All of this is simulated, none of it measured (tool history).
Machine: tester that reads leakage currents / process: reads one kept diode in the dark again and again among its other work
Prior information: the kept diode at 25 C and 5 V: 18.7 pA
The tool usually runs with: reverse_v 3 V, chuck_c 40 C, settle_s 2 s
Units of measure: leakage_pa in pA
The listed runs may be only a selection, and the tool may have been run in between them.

run    hour  reverse_v  chuck_c  settle_s  leakage_pa
  1       0          3       40         2       64.24
       54.2  -- probe card cleaned and baked
  2   237.1          3       40         2       59.06
  3   389.6          3       40         2        60.2
  4   543.1          3       40         2       61.23
  5   764.5          3       40         2       62.42
      836.5  -- chuck's temperature calibrated
  6   981.9          3       40         2       58.77
  7  1142.7          3       40      2.17       59.69
  8  1344.7          3       40      2.17       60.98
  9  1560.8          3       40      2.17       61.97
 10    1714          3       40      2.17       63.61
 11  1917.5          3       40         2       64.87
 12  2042.6          3       40       9.7       65.48
     2073.6  -- chuck's temperature calibrated
 13  2216.1          3       40       9.7       62.77
 14  2438.9          3       40         2        64.5
 15  2535.5          3       40         2       65.09
     2576.3  -- probe card cleaned and baked
 16  2722.2       3.34       47       1.3      107.39
 17  2883.2       1.49       20       0.8        8.81
 18  3027.5      16.01       40      0.43      139.17
 19  3129.2       3.28       40       0.4       66.54
     3320.8  -- chuck's temperature calibrated
 20  3371.9       3.28       40       0.4       62.21
 21  3481.7       3.28       21      3.82       14.19
 22  3680.5       5.74       21      8.67       20.65
 23  3888.4       1.26       40      9.66       41.06
 24  3990.6       1.26       40      9.66       41.23
 25  4119.5       2.28       37      2.67       43.79
 26  4283.7          3       25      0.32       23.99
 27  4508.2          3       25      0.32       25.02
     4559.3  -- chuck's temperature calibrated
 28  4714.7          3       25      0.32       24.53
 29  4922.1          3       25      0.32       25.46

Same runs, no hidden state in the tool, same run-to-run variation:
Hidden state at play: stray current of the dirty probe card, pA a volt; current scale over the true one, %; true chuck temperature over the reading, C; drift of the gauge itself on leakage_pa, %.
run  leakage_pa
  1       55.09
  2       55.35
  3       55.44
  4       55.41
  5       55.17
  6       55.34
  7       55.21
  8       55.15
  9       54.76
 10       55.19
 11       55.12
 12       54.86
 13       54.95
 14       55.25
 15        55.2
 16      100.99
 17        7.76
 18      122.86
 19       59.69
 20       59.49
 21       11.13
 22       14.06
 23       37.99
 24       37.77
 25       38.24
 26        17.9
 27          18
 28       17.96
 29       18.01

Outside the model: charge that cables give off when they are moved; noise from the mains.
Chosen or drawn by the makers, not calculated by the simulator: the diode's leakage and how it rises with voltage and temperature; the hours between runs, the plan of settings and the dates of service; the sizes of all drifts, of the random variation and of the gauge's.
